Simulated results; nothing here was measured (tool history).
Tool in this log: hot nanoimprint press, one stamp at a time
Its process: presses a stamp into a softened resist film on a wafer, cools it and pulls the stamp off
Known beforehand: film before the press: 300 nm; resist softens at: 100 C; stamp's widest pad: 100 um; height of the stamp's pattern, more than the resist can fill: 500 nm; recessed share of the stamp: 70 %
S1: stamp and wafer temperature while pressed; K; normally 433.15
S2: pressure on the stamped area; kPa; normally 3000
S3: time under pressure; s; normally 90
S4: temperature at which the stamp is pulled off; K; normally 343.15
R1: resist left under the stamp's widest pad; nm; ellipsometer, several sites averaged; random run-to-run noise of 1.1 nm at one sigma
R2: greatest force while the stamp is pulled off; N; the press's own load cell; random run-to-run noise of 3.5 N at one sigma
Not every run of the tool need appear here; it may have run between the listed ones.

run   hour      S1    S2   S3      S4     R1   R2
  1    0.0  433.15  3000   90  343.15  169.3  225
  2   36.0  433.15  3000   90  343.15  169.2  229
  3   67.7  433.15  3000   90  343.15  171.4  237
      95.7  -- stamp cleaned and given a new release coat
  4  106.8  433.15  3000   90  343.15  170.4  171
  5  126.7  431.15  3000   90  343.15  193.7  173
  6  160.3  433.15  3000   90  343.15  173.1  177
  7  179.6  433.15  3000   90  343.15  175.2  178
  8  213.4  433.15  3000   90  343.15  176.8  190
  9  234.7  433.15  3000   90  343.15  179.2  195
 10  270.7  433.15  3000   90  343.15  177.7  194
 11  307.5  433.15  3000   51  343.15  210.6  205
     321.6  -- plate thermocouple calibrated
 12  335.0  433.15  3000   51  343.15  197.0  195
 13  372.2  433.15  3000   51  343.15  197.5  197
 14  396.1  433.15  3000   90  343.15  167.3  200
 15  418.2  433.15  3000   90  343.15  168.0  208
 16  444.3  421.15  3660   99  343.15  263.4  210
 17  463.3  421.15  3660   99  343.15  262.4  216
     487.0  -- press's hydraulic seals changed and the load cell set to zero
 18  493.9  439.15  3660   99  334.15  102.1  269
 19  511.5  433.15  2380   73  343.15  195.1  219
 20  538.6  435.15  3570   73  343.15  151.4  231
 21  563.4  435.15  3570   73  343.15  153.1  225
     602.8  -- stamp cleaned and given a new release coat
 22  602.8  435.15  3570   73  343.15  155.0  170
 23  628.6  424.15  3000   90  343.15  254.3  166
 24  648.8  428.15  3000   90  350.15  221.5  145
 25  676.9  439.15  3000   90  343.15  123.2  174
 26  711.7  433.15  2030  104  336.15  189.5  223
     719.5  -- plate thermocouple calibrated
 27  747.1  433.15  3930   51  343.15  180.2  183
 28  773.3  433.15  3400   58  342.15  183.3  196
 29  800.7  430.15  3320   46  342.15  225.6  202
 30  825.3  433.15  3000   90  342.15  165.4  199

What if the next run were any one of these 4? Each begins from the tool's condition after run 30:
  A  845.2  440.15  3000  90  343.15   ?   ?
  B  845.2  433.15  2720  90  346.15   ?   ?
  C  845.2  440.15  2440  90  348.15   ?   ?
  D  845.2  433.15  3180  91  344.15   ?   ?

run     R1   R2
  A  109.5  199
  B  177.0  185
  C  121.8  181
  D  163.9  194
Had the tool no hidden state, the same runs would have come out as:
run     R1   R2
  A  106.4  167
  B  172.8  155
  C  118.6  151
  D  159.7  162
